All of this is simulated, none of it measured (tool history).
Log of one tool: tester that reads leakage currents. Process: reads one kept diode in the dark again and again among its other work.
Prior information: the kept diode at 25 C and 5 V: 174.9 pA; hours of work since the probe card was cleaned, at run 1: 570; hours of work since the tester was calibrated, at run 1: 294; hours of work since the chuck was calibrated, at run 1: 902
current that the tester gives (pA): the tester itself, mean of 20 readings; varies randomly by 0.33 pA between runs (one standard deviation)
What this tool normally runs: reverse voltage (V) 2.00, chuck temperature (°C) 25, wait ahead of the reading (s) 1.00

run	hour	reverse voltage (V)	chuck temperature (°C)	wait ahead of the reading (s)	hours of work since the probe card was cleaned	hours of work since the tester was calibrated	hours of work since the chuck was calibrated	current that the tester gives (pA)
1	0.0	2.00	25	1.00	570	294	902	108.70
2	47.1	2.00	25	1.00	606	330	939	107.99
# hour 71.5: chuck's temperature calibrated
3	71.5	2.00	25	1.00	623	347	0	108.13
4	102.5	2.00	25	2.34	647	371	24	108.08
5	154.9	2.00	25	2.34	688	412	64	107.67
6	198.0	2.00	25	2.34	721	445	97	107.78
7	221.2	2.00	26	1.00	739	463	115	118.77
8	266.1	2.00	26	1.00	773	497	150	118.54
9	302.3	2.00	25	1.00	801	525	178	108.54
10	345.3	2.00	25	1.00	834	558	211	108.87
11	386.0	2.00	25	1.00	866	590	242	108.69
12	423.5	2.00	25	1.00	895	619	271	108.21
13	455.5	2.00	30	1.00	919	643	296	169.83
14	495.8	2.00	21	1.00	950	674	327	74.85
15	532.6	2.00	25	0.73	979	703	355	108.83
16	575.1	2.00	25	0.73	1011	735	388	108.93
17	604.9	2.00	25	1.00	1034	758	411	107.98
18	631.9	2.00	49	1.00	1055	779	432	839.75
19	660.2	2.00	49	1.00	1077	801	454	839.19
20	693.7	2.00	25	1.00	1103	827	480	108.12
21	727.4	2.00	25	1.00	1129	853	506	108.13
22	753.1	2.09	31	1.00	1149	873	525	190.57
23	802.3	2.00	26	1.39	1187	911	563	118.05
24	844.5	2.00	26	1.39	1219	943	596	118.83
25	894.6	1.03	25	7.64	1258	982	634	75.75
26	934.3	1.03	25	7.64	1288	1012	665	76.04
27	984.7	1.57	23	0.54	1327	1051	704	80.10
28	1020.3	1.57	23	0.32	1355	1079	731	80.30
29	1055.3	3.31	25	2.45	1381	1106	758	141.02
30	1094.0	6.06	22	1.26	1411	1135	788	147.64
31	1146.6	6.06	22	2.14	1452	1176	829	147.32
32	1191.7	5.53	57	1.45	1487	1211	863	2663.85
33	1228.8	5.53	57	1.45	1515	1239	892	2666.33
34	1275.5	5.22	44	1.72	1551	1275	928	935.01
# hour 1315.0: chuck's temperature calibrated
35	1320.8	17.62	25	8.65	1585	1309	4	340.68
36	1370.4	7.80	25	4.11	1623	1347	43	222.77
37	1399.0	2.00	58	0.80	1645	1369	65	1675.17
38	1424.3	6.18	30	1.89	1664	1388	84	309.12
39	1467.1	3.42	36	1.26	1697	1421	117	381.69
40	1517.8	2.03	48	8.48	1736	1460	156	775.36

Here are 3 independent what-if runs from the current tool condition. What would each one return?
A	1558.5	2.03	21	8.48	1768	1492	188	?
B	1558.5	7.89	59	1.85	1768	1492	188	?
C	1558.5	3.67	54	1.00	1768	1492	188	?

run	current that the tester gives (pA)
A	74.26
B	3747.71
C	1703.55
With no hidden state in the tool, these same runs would have given:
run	current that the tester gives (pA)
A	74.24
B	3747.22
C	1703.32
